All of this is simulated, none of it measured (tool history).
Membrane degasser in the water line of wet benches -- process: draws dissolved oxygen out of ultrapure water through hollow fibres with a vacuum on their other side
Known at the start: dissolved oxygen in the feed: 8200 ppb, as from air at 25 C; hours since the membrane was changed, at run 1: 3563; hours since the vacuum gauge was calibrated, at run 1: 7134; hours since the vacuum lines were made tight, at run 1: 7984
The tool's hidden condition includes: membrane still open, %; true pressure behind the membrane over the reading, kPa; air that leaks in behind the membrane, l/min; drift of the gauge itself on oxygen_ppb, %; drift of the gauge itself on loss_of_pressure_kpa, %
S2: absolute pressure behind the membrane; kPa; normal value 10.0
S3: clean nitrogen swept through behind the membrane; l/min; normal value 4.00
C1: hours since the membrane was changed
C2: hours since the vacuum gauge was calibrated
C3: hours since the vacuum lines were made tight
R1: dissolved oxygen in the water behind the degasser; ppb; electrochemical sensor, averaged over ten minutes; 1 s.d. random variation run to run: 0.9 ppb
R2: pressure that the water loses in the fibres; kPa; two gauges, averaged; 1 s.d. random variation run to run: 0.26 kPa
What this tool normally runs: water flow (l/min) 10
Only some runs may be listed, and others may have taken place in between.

{"run": 1, "hour": 0.0, "water flow (l/min)": 10, "S2": 10.0, "S3": 4.0, "C1": 3563, "C2": 7134, "C3": 7984, "R1": 93.6, "R2": 70.45}
{"run": 2, "hour": 48.5, "water flow (l/min)": 10, "S2": 10.0, "S3": 4.0, "C1": 3611, "C2": 7183, "C3": 8033, "R1": 93.3, "R2": 71.13}
{"run": 3, "hour": 113.0, "water flow (l/min)": 9, "S2": 10.0, "S3": 4.0, "C1": 3676, "C2": 7247, "C3": 8097, "R1": 71.6, "R2": 63.76}
{"run": 4, "hour": 206.1, "water flow (l/min)": 9, "S2": 10.0, "S3": 4.0, "C1": 3769, "C2": 7340, "C3": 8191, "R1": 71.3, "R2": 63.65}
{"run": 5, "hour": 304.3, "water flow (l/min)": 9, "S2": 10.0, "S3": 4.0, "C1": 3867, "C2": 7438, "C3": 8289, "R1": 72.1, "R2": 63.42}
{"run": 6, "hour": 385.6, "water flow (l/min)": 9, "S2": 10.0, "S3": 4.0, "C1": 3948, "C2": 7520, "C3": 8370, "R1": 72.3, "R2": 63.61}
{"run": 7, "hour": 462.6, "water flow (l/min)": 9, "S2": 10.0, "S3": 4.0, "C1": 4026, "C2": 7597, "C3": 8447, "R1": 73.7, "R2": 63.74}
{"run": 8, "hour": 515.2, "water flow (l/min)": 10, "S2": 10.0, "S3": 4.0, "C1": 4078, "C2": 7649, "C3": 8500, "R1": 94.4, "R2": 70.73}
{"hour": 527.7, "done": "seals of the vacuum lines changed"}
{"run": 9, "hour": 599.7, "water flow (l/min)": 10, "S2": 10.0, "S3": 4.0, "C1": 4161, "C2": 7732, "C3": 72, "R1": 92.9, "R2": 70.87}
{"run": 10, "hour": 692.1, "water flow (l/min)": 10, "S2": 10.0, "S3": 4.0, "C1": 4253, "C2": 7824, "C3": 164, "R1": 89.2, "R2": 70.84}
{"run": 11, "hour": 779.1, "water flow (l/min)": 10, "S2": 17.7, "S3": 4.0, "C1": 4340, "C2": 7911, "C3": 251, "R1": 140.8, "R2": 71.29}
{"run": 12, "hour": 828.4, "water flow (l/min)": 10, "S2": 10.0, "S3": 4.0, "C1": 4389, "C2": 7961, "C3": 301, "R1": 93.5, "R2": 71.23}
{"run": 13, "hour": 876.1, "water flow (l/min)": 7, "S2": 10.0, "S3": 4.0, "C1": 4437, "C2": 8008, "C3": 348, "R1": 40.2, "R2": 49.9}
{"run": 14, "hour": 949.7, "water flow (l/min)": 7, "S2": 10.0, "S3": 4.0, "C1": 4511, "C2": 8082, "C3": 422, "R1": 39.7, "R2": 49.76}
{"run": 15, "hour": 1046.5, "water flow (l/min)": 7, "S2": 10.0, "S3": 4.0, "C1": 4607, "C2": 8179, "C3": 519, "R1": 41.3, "R2": 50.05}
{"run": 16, "hour": 1138.5, "water flow (l/min)": 7, "S2": 10.0, "S3": 4.0, "C1": 4699, "C2": 8271, "C3": 611, "R1": 40.5, "R2": 49.82}
{"run": 17, "hour": 1220.7, "water flow (l/min)": 7, "S2": 16.0, "S3": 4.0, "C1": 4782, "C2": 8353, "C3": 693, "R1": 65.9, "R2": 49.84}
{"run": 18, "hour": 1282.2, "water flow (l/min)": 13, "S2": 17.4, "S3": 2.13, "C1": 4843, "C2": 8414, "C3": 754, "R1": 337.1, "R2": 92.07}
{"run": 19, "hour": 1376.0, "water flow (l/min)": 13, "S2": 9.9, "S3": 2.13, "C1": 4937, "C2": 8508, "C3": 848, "R1": 233.0, "R2": 92.23}
{"run": 20, "hour": 1479.6, "water flow (l/min)": 12, "S2": 9.9, "S3": 3.35, "C1": 5040, "C2": 8612, "C3": 952, "R1": 158.5, "R2": 85.46}

The next listed run, before its measurement:
{"run": 21, "hour": 1577.1, "water flow (l/min)": 15, "S2": 20.9, "S3": 4.55, "C1": 5138, "C2": 8709, "C3": 1049, "R1": "?", "R2": "?"}

Run 21 produced R1 345.1 ppb, R2 107.25 kPa.
If the tool had no hidden condition, the same run with the same run-to-run variation would have returned R1 320.6 ppb, R2 104.16 kPa.
